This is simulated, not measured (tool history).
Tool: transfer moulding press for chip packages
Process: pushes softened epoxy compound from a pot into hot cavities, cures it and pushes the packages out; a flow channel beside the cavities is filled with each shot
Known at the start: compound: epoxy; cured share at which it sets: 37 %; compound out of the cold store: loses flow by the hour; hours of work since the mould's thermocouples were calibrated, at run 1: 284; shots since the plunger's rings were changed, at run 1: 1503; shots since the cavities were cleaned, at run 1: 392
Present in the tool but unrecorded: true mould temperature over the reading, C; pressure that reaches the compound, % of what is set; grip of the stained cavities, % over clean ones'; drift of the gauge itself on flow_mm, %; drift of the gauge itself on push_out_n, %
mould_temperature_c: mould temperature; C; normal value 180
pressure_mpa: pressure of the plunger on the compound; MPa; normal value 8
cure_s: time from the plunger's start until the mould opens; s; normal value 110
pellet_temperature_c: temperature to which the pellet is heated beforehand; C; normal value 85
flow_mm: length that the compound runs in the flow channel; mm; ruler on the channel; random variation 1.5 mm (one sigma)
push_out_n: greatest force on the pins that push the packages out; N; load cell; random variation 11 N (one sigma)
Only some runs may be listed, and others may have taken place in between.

run   hour  mould_temperature_c  pressure_mpa  cure_s  pellet_temperature_c  hours of work since the mould's thermocouples were calibrated  shots since the plunger's rings were changed  shots since the cavities were cleaned  incoming compound's hours out of the cold store  flow_mm  push_out_n
  1      0                  180             8     110                    85                                                            284                                          1503                                    392                                             29.8      548         710
      33.7  -- cavities cleaned with cleaning compound and waxed
  2   46.4                  180          6.61     110                    85                                                            307                                          1857                                    100                                             41.3      475         580
  3     92                  180          6.61     110                    85                                                            330                                          2217                                    460                                             35.3      484         745
     117.1  -- cavities cleaned with cleaning compound and waxed
  4    132                  180             8     110                    80                                                            350                                          2522                                    118                                               18      562         603
  5  173.2                  180             8     110                    80                                                            371                                          2848                                    444                                               41      518         751
     202.3  -- cavities cleaned with cleaning compound and waxed
  6  207.2                  180             8     110                    76                                                            388                                          3104                                     39                                             10.1      581         588
  7  233.9                  180             8     143                    85                                                            402                                          3315                                    250                                             16.1      565         545
     240.7  -- plunger's sealing rings changed
  8  267.9                  180           6.8     110                    85                                                            418                                           215                                    499                                             41.8      489         747
     290.4  -- cavities cleaned with cleaning compound and waxed
  9  314.2                  180             8     110                    85                                                            441                                           569                                    188                                              8.2      602         672
     336.4  -- mould's thermocouples calibrated
 10  364.4                  180             8     110                    85                                                             14                                           950                                    569                                             41.6      526         749
     374.6  -- cavities cleaned with cleaning compound and waxed
 11  402.7                  180             8     110                    77                                                             33                                          1241                                    223                                             41.9      524         655
 12  426.7                  180             8     147                    85                                                             46                                          1430                                    412                                             30.7      546         580
       458  -- cavities cleaned with cleaning compound and waxed
 13  472.2                  180             8     110                    85                                                             68                                          1778                                    113                                              8.8      593         635
 14    504                  180             8     110                    85                                                             85                                          2029                                    364                                             15.5      576         737
     542.4  -- cavities cleaned with cleaning compound and waxed
 15  551.5                  185             8     110                    89                                                            108                                          2392                                     71                                              9.6      570         501
 16  581.2                  186          7.83     144                    89                                                            124                                          2627                                    306                                             34.7      506         567
 17  613.5                  186          7.83     144                    89                                                            140                                          2883                                    562                                               22      529         627
     627.8  -- cavities cleaned with cleaning compound and waxed
 18  648.3                  186          7.83     144                    89                                                            157                                          3146                                    163                                             45.8      483         480
     675.9  -- plunger's sealing rings changed
 19  688.5                  187             8     102                    85                                                            177                                            99                                    460                                             22.8      548         630
     713.7  -- cavities cleaned with cleaning compound and waxed
 20  721.7                  187          8.82     119                    85                                                            193                                           350                                     63                                             13.8      594         455
 21  744.3                  187          8.82     119                    86                                                            205                                           528                                    241                                             29.9      557         505
 22  784.4                  187          8.82     119                    86                                                            225                                           845                                    558                                             38.5      538         619
     796.3  -- cavities cleaned with cleaning compound and waxed
 23  833.9                  187          8.82     119                    86                                                            250                                          1224                                    297                                             40.2      533         538
       880  -- cavities cleaned with cleaning compound and waxed
 24  880.8                  187          8.82     119                    86                                                            273                                          1583                                      7                                             39.4      531         431
 25  904.5                  181          8.56     138                    77                                                            286                                          1771                                    195                                             45.1      528         533
 26  925.6                  175          6.92     139                    92                                                            296                                          1937                                    361                                             14.5      551         664
 27  946.9                  180          6.94     102                    77                                                            307                                          2105                                    529                                              9.9      546         933

For each entry between runs, how does the tool's hidden state at the last listed run before it compare with that at the first listed run after it?
Run 1 -> run 2: cavities cleaned with cleaning compound and waxed (hour 33.7)
  true mould temperature over the reading, C: -0.58 -> -0.61; pressure that reaches the compound, % of what is set: 96.09 -> 95.27; grip of the stained cavities, % over clean ones': 38.4 -> 13.7
  difference, measured minus the result without the unlogged condition, flow_mm: -10 -> -10 mm; push_out_n: +212 -> +84 N
Run 3 -> run 4: cavities cleaned with cleaning compound and waxed (hour 117.1)
  true mould temperature over the reading, C: -0.65 -> -0.67; pressure that reaches the compound, % of what is set: 94.4 -> 93.66; grip of the stained cavities, % over clean ones': 45.3 -> 15
  difference, measured minus the result without the unlogged condition, flow_mm: -12 -> -17 mm; push_out_n: +249 -> +97 N
Run 5 -> run 6: cavities cleaned with cleaning compound and waxed (hour 202.3)
  true mould temperature over the reading, C: -0.7 -> -0.72; pressure that reaches the compound, % of what is set: 92.88 -> 92.25; grip of the stained cavities, % over clean ones': 44.3 -> 4.7
  difference, measured minus the result without the unlogged condition, flow_mm: -17 -> -22 mm; push_out_n: +248 -> +50 N
Run 7 -> run 8: plunger's sealing rings changed (hour 240.7)
  true mould temperature over the reading, C: -0.74 -> -0.76; pressure that reaches the compound, % of what is set: 91.73 -> 99.3; grip of the stained cavities, % over clean ones': 26.4 -> 46.2
  difference, measured minus the result without the unlogged condition, flow_mm: -23 -> +1 mm; push_out_n: +116 -> +255 N
Run 8 -> run 9: cavities cleaned with cleaning compound and waxed (hour 290.4)
  true mould temperature over the reading, C: -0.76 -> -0.79; pressure that reaches the compound, % of what is set: 99.3 -> 98.43; grip of the stained cavities, % over clean ones': 46.2 -> 20.7
  difference, measured minus the result without the unlogged condition, flow_mm: +1 -> -2 mm; push_out_n: +255 -> +139 N
Run 9 -> run 10: mould's thermocouples calibrated (hour 336.4)
  true mould temperature over the reading, C: -0.79 -> -0.13; pressure that reaches the compound, % of what is set: 98.43 -> 97.51; grip of the stained cavities, % over clean ones': 20.7 -> 50.9
  difference, measured minus the result without the unlogged condition, flow_mm: -2 -> -7 mm; push_out_n: +139 -> +257 N
Run 10 -> run 11: cavities cleaned with cleaning compound and waxed (hour 374.6)
  true mould temperature over the reading, C: -0.13 -> -0.16; pressure that reaches the compound, % of what is set: 97.51 -> 96.83; grip of the stained cavities, % over clean ones': 50.9 -> 26.1
  difference, measured minus the result without the unlogged condition, flow_mm: -7 -> -8 mm; push_out_n: +257 -> +139 N
Run 12 -> run 13: cavities cleaned with cleaning compound and waxed (hour 458)
  true mould temperature over the reading, C: -0.18 -> -0.21; pressure that reaches the compound, % of what is set: 96.38 -> 95.64; grip of the stained cavities, % over clean ones': 42.3 -> 15.3
  difference, measured minus the result without the unlogged condition, flow_mm: -9 -> -13 mm; push_out_n: +175 -> +90 N
Run 14 -> run 15: cavities cleaned with cleaning compound and waxed (hour 542.4)
  true mould temperature over the reading, C: -0.23 -> -0.26; pressure that reaches the compound, % of what is set: 95.09 -> 94.19; grip of the stained cavities, % over clean ones': 37.8 -> 12.4
  difference, measured minus the result without the unlogged condition, flow_mm: -14 -> -17 mm; push_out_n: +209 -> +57 N
Run 17 -> run 18: cavities cleaned with cleaning compound and waxed (hour 627.8)
  true mould temperature over the reading, C: -0.3 -> -0.32; pressure that reaches the compound, % of what is set: 93.01 -> 92.38; grip of the stained cavities, % over clean ones': 53.5 -> 18.2
  difference, measured minus the result without the unlogged condition, flow_mm: -19 -> -19 mm; push_out_n: +219 -> +74 N
Run 18 -> run 19: plunger's sealing rings changed (hour 675.9)
  true mould temperature over the reading, C: -0.32 -> -0.35; pressure that reaches the compound, % of what is set: 92.38 -> 99.03; grip of the stained cavities, % over clean ones': 18.2 -> 42.9
  difference, measured minus the result without the unlogged condition, flow_mm: -19 -> -1 mm; push_out_n: +74 -> +190 N
Run 19 -> run 20: cavities cleaned with cleaning compound and waxed (hour 713.7)
  true mould temperature over the reading, C: -0.35 -> -0.37; pressure that reaches the compound, % of what is set: 99.03 -> 98.45; grip of the stained cavities, % over clean ones': 42.9 -> 10.4
  difference, measured minus the result without the unlogged condition, flow_mm: -1 -> -4 mm; push_out_n: +190 -> +44 N
Run 22 -> run 23: cavities cleaned with cleaning compound and waxed (hour 796.3)
  true mould temperature over the reading, C: -0.41 -> -0.45; pressure that reaches the compound, % of what is set: 97.27 -> 96.27; grip of the stained cavities, % over clean ones': 51.3 -> 30.7
  difference, measured minus the result without the unlogged condition, flow_mm: -6 -> -9 mm; push_out_n: +210 -> +128 N
Run 23 -> run 24: cavities cleaned with cleaning compound and waxed (hour 880)
  true mould temperature over the reading, C: -0.45 -> -0.48; pressure that reaches the compound, % of what is set: 96.27 -> 95.4; grip of the stained cavities, % over clean ones': 30.7 -> 5.6
  difference, measured minus the result without the unlogged condition, flow_mm: -9 -> -11 mm; push_out_n: +128 -> +24 N
